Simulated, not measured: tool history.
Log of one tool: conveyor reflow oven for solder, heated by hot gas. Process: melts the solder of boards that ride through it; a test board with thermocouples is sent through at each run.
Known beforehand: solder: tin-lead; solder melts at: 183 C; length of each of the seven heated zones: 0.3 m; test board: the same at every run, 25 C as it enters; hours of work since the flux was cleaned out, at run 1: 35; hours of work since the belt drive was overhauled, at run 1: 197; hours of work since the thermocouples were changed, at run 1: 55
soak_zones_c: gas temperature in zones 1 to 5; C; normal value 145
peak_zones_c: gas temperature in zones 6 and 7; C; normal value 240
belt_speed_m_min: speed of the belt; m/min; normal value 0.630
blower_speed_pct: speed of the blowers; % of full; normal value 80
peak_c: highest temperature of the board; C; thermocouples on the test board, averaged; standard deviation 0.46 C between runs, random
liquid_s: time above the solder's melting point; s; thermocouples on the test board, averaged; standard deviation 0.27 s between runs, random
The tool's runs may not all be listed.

run,hour,soak_zones_c,peak_zones_c,belt_speed_m_min,blower_speed_pct,hours of work since the flux was cleaned out,hours of work since the belt drive was overhauled,hours of work since the thermocouples were changed,peak_c,liquid_s
1,0.0,145,240,0.630,80,35,197,55,224.8,48.9
2,35.5,145,240,0.630,80,52,214,72,224.8,48.3
3,69.0,145,240,0.630,80,68,230,88,224.1,48.4
4,97.6,145,240,0.630,80,81,244,102,223.6,48.8
5,116.9,145,240,0.630,80,91,253,111,224.9,48.4
6,151.5,145,240,0.630,80,107,269,128,224.6,48.3
7,184.9,150,240,0.630,80,123,285,144,225.0,50.3
8,208.0,150,240,0.630,80,134,296,155,225.3,50.3
9,240.2,150,240,0.630,80,149,312,170,223.7,50.3
10,267.2,150,240,0.630,80,162,324,183,223.6,50.5
11,293.1,150,240,0.630,80,175,337,195,223.6,50.1
12,314.3,145,240,0.630,80,185,347,205,223.2,48.4
13,340.9,145,240,0.548,80,198,360,218,227.0,58.0
14,359.0,145,240,0.548,80,206,368,227,226.9,57.8
# hour 370.8: flux residue cleaned out of gas plates and filters
15,401.1,145,240,0.547,80,14,386,244,226.2,57.1
16,436.8,145,231,0.547,80,31,403,261,217.8,52.6
17,465.3,133,231,0.723,80,45,417,275,205.7,28.4
18,489.2,145,240,0.623,80,57,428,286,222.3,47.8
19,516.5,136,240,0.517,87,70,441,299,227.3,58.6
20,534.1,135,240,0.527,80,78,450,308,225.2,55.3
# hour 553.9: flux residue cleaned out of gas plates and filters, once more
21,560.6,145,245,0.550,76,3,460,318,233.2,60.3
22,596.6,133,245,0.755,56,20,477,335,211.9,31.5
23,627.9,158,242,0.598,80,35,492,350,230.1,58.1
24,651.5,158,253,0.598,61,47,503,361,234.8,60.5
25,682.6,158,253,0.592,60,61,518,376,235.6,61.3
26,701.0,158,253,0.592,60,70,527,385,235.6,60.9
27,716.3,141,253,0.607,60,78,534,392,231.0,52.7
28,746.9,152,239,0.715,80,92,549,407,219.7,42.9
29,781.0,145,240,0.589,72,108,565,423,223.8,52.5
30,811.3,145,240,0.589,72,123,579,438,224.7,52.3
31,837.3,145,240,0.589,72,135,592,450,223.8,52.4

Predict each of these 3 candidate next runs independently; none follows another, all start after run 31:
A,864.2,145,237,0.531,70,148,605,463,?,?
B,864.2,145,236,0.525,90,148,605,463,?,?
C,864.2,150,240,0.630,68,148,605,463,?,?

run,peak_c,liquid_s
A,224.1,58.5
B,226.3,60.1
C,222.1,48.8
The same runs, with their run-to-run variation unchanged, on a tool lacking any hidden condition would have given:
run,peak_c,liquid_s
A,225.5,58.6
B,227.8,60.2
C,223.7,49.1
